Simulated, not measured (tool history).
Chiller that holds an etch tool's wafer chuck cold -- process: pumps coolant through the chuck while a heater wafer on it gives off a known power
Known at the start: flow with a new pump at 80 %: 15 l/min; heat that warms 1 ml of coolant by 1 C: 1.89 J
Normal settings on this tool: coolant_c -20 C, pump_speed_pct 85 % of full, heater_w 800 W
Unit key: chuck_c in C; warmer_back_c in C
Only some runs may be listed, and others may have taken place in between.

{"run": 1, "day": 0.0, "coolant_c": -20, "pump_speed_pct": 85, "heater_w": 800, "chuck_c": -15.21, "warmer_back_c": 1.576}
{"run": 2, "day": 2.121, "coolant_c": -12, "pump_speed_pct": 85, "heater_w": 800, "chuck_c": -7.2, "warmer_back_c": 1.594}
{"run": 3, "day": 4.312, "coolant_c": -12, "pump_speed_pct": 85, "heater_w": 800, "chuck_c": -7.22, "warmer_back_c": 1.59}
{"run": 4, "day": 5.396, "coolant_c": -20, "pump_speed_pct": 85, "heater_w": 800, "chuck_c": -15.25, "warmer_back_c": 1.587}
{"run": 5, "day": 7.329, "coolant_c": -20, "pump_speed_pct": 85, "heater_w": 800, "chuck_c": -15.12, "warmer_back_c": 1.588}
{"run": 6, "day": 8.85, "coolant_c": -20, "pump_speed_pct": 85, "heater_w": 800, "chuck_c": -15.25, "warmer_back_c": 1.583}
{"run": 7, "day": 10.729, "coolant_c": -20, "pump_speed_pct": 85, "heater_w": 800, "chuck_c": -15.2, "warmer_back_c": 1.582}
{"run": 8, "day": 12.179, "coolant_c": -20, "pump_speed_pct": 85, "heater_w": 800, "chuck_c": -15.25, "warmer_back_c": 1.587}
{"run": 9, "day": 13.221, "coolant_c": -20, "pump_speed_pct": 85, "heater_w": 800, "chuck_c": -15.21, "warmer_back_c": 1.593}
{"run": 10, "day": 15.396, "coolant_c": -20, "pump_speed_pct": 85, "heater_w": 800, "chuck_c": -15.22, "warmer_back_c": 1.596}
{"run": 11, "day": 16.692, "coolant_c": -10, "pump_speed_pct": 74, "heater_w": 1068, "chuck_c": -2.84, "warmer_back_c": 2.461}
{"run": 12, "day": 18.775, "coolant_c": -27, "pump_speed_pct": 97, "heater_w": 800, "chuck_c": -22.8, "warmer_back_c": 1.379}
{"run": 13, "day": 20.921, "coolant_c": -24, "pump_speed_pct": 94, "heater_w": 971, "chuck_c": -18.77, "warmer_back_c": 1.704}
{"run": 14, "day": 22.496, "coolant_c": -20, "pump_speed_pct": 64, "heater_w": 737, "chuck_c": -14.32, "warmer_back_c": 1.981}
{"run": 15, "day": 24.988, "coolant_c": -12, "pump_speed_pct": 89, "heater_w": 800, "chuck_c": -7.34, "warmer_back_c": 1.517}

Forecast each of these 3 alternatives for the next run:
{"run": "A", "day": 26.496, "coolant_c": -20, "pump_speed_pct": 85, "heater_w": 981, "chuck_c": "?", "warmer_back_c": "?"}
{"run": "B", "day": 26.496, "coolant_c": -28, "pump_speed_pct": 91, "heater_w": 1021, "chuck_c": "?", "warmer_back_c": "?"}
{"run": "C", "day": 26.496, "coolant_c": -20, "pump_speed_pct": 85, "heater_w": 874, "chuck_c": "?", "warmer_back_c": "?"}

run=A chuck_c=-14.16 warmer_back_c=1.94
run=B chuck_c=-22.26 warmer_back_c=1.896
run=C chuck_c=-14.8 warmer_back_c=1.728
Stripped of hidden state, with their random variation kept, the same runs would have yielded:
run=A chuck_c=-14.16 warmer_back_c=1.939
run=B chuck_c=-22.26 warmer_back_c=1.895
run=C chuck_c=-14.8 warmer_back_c=1.728
